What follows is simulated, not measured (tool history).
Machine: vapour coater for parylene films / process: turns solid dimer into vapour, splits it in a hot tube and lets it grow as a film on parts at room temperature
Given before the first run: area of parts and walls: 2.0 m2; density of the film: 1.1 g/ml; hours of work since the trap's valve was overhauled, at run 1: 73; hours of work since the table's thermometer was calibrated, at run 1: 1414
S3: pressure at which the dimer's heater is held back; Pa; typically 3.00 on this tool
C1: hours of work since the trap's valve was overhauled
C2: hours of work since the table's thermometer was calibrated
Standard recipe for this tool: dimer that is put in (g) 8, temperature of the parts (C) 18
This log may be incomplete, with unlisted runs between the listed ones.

Run 1, hour 0.0: usual settings; C1 73; C2 1414. Result: thickness of the film (µm) 2.82.
Run 2, hour 25.0: usual settings; C1 91; C2 1433. Result: thickness of the film (µm) 2.83.
At hour 31.8: table's thermometer calibrated.
Run 3, hour 50.1: usual settings; C1 108; C2 13. Result: thickness of the film (µm) 2.88.
Run 4, hour 99.3: usual settings but dimer that is put in (g) 6; C1 144; C2 49. Result: thickness of the film (µm) 2.18.
Run 5, hour 151.2: usual settings; C1 182; C2 87. Result: thickness of the film (µm) 2.86.
Run 6, hour 178.2: usual settings; C1 202; C2 106. Result: thickness of the film (µm) 2.92.
Run 7, hour 199.6: usual settings; C1 217; C2 122. Result: thickness of the film (µm) 2.83.
Run 8, hour 245.6: usual settings but dimer that is put in (g) 4; C1 251; C2 155. Result: thickness of the film (µm) 1.42.
Run 9, hour 286.3: usual settings but dimer that is put in (g) 4, temperature of the parts (C) 11, S3 5.00 Pa; C1 280; C2 185. Result: thickness of the film (µm) 1.59.
Run 10, hour 337.8: usual settings but dimer that is put in (g) 4, temperature of the parts (C) 11, S3 5.00 Pa; C1 318; C2 223. Result: thickness of the film (µm) 1.63.
Run 11, hour 390.3: usual settings but dimer that is put in (g) 3, temperature of the parts (C) 16, S3 4.82 Pa; C1 356; C2 261. Result: thickness of the film (µm) 1.06.
At hour 422.1: trap's valve overhauled.
Run 12, hour 429.1: usual settings but dimer that is put in (g) 3, temperature of the parts (C) 16, S3 4.82 Pa; C1 5; C2 286. Result: thickness of the film (µm) 1.06.
Run 13, hour 453.7: usual settings but dimer that is put in (g) 5, temperature of the parts (C) 25; C1 23; C2 304. Result: thickness of the film (µm) 1.45.
Run 14, hour 493.7: usual settings but dimer that is put in (g) 7, temperature of the parts (C) 11, S3 3.82 Pa; C1 52; C2 333. Result: thickness of the film (µm) 2.92.

4 ways to go on from here, each from the tool as it stands after run 14. What would each give?
Run A, hour 534.4: usual settings but dimer that is put in (g) 7, temperature of the parts (C) 28, S3 10.16 Pa; C1 82; C2 363. Result: thickness of the film (µm) ?.
Run B, hour 534.4: usual settings but dimer that is put in (g) 9; C1 82; C2 363. Result: thickness of the film (µm) ?.
Run C, hour 534.4: usual settings but dimer that is put in (g) 7, temperature of the parts (C) 14, S3 3.82 Pa; C1 82; C2 363. Result: thickness of the film (µm) ?.
Run D, hour 534.4: usual settings but dimer that is put in (g) 6; C1 82; C2 363. Result: thickness of the film (µm) ?.

run  thickness of the film (µm)
  A                        1.56
  B                        3.20
  C                        2.73
  D                        2.12
Without the tool's hidden state the same runs would have given:
run  thickness of the film (µm)
  A                        1.57
  B                        3.20
  C                        2.73
  D                        2.12
